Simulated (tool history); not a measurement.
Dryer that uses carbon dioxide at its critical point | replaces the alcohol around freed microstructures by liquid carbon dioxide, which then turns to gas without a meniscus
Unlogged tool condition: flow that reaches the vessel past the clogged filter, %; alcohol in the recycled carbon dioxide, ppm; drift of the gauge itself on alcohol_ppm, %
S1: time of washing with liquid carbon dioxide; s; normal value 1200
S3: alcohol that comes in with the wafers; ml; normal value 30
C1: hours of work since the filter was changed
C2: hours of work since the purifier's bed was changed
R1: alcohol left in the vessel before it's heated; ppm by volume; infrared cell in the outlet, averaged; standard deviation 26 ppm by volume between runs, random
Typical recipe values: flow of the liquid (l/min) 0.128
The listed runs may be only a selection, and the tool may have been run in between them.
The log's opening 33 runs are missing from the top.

Run 34, hour 353.3: usual settings but S1 1320 s, flow of the liquid (l/min) 0.174, S3 99 ml; C1 231; C2 513. Result: R1 1826 ppm by volume.
At hour 355.3: inlet filter changed.
Run 35, hour 364.9: usual settings but S1 1320 s, flow of the liquid (l/min) 0.174, S3 99 ml; C1 6; C2 519. Result: R1 1117 ppm by volume.
Run 36, hour 374.2: usual settings but S1 1320 s, flow of the liquid (l/min) 0.174, S3 99 ml; C1 11; C2 524. Result: R1 1065 ppm by volume.
Run 37, hour 389.8: usual settings but S1 1320 s, flow of the liquid (l/min) 0.174, S3 99 ml; C1 20; C2 533. Result: R1 1111 ppm by volume.
Run 38, hour 398.6: usual settings but S3 27 ml; C1 25; C2 538. Result: R1 1767 ppm by volume.
Run 39, hour 413.4: usual settings but flow of the liquid (l/min) 0.147, S3 33 ml; C1 33; C2 546. Result: R1 1333 ppm by volume.
Run 40, hour 428.1: usual settings but flow of the liquid (l/min) 0.147, S3 33 ml; C1 42; C2 555. Result: R1 1368 ppm by volume.
Run 41, hour 441.3: usual settings but flow of the liquid (l/min) 0.111, S3 33 ml; C1 49; C2 562. Result: R1 3463 ppm by volume.
Run 42, hour 451: usual settings but S1 900 s, S3 49 ml; C1 55; C2 568. Result: R1 7557 ppm by volume.
Run 43, hour 458.5: usual settings but flow of the liquid (l/min) 0.174, S3 27 ml; C1 59; C2 572. Result: R1 686 ppm by volume.

What does the tool deliver on the next run?
Run 44, hour 469.2: usual settings but S1 1740 s, flow of the liquid (l/min) 0.089; C1 65; C2 578. Result: R1 ?.

For run 44 the tool returned R1 2165 ppm by volume.
Were there no unlogged condition in the tool, this run, its random variation unchanged, would have produced R1 1721 ppm by volume.
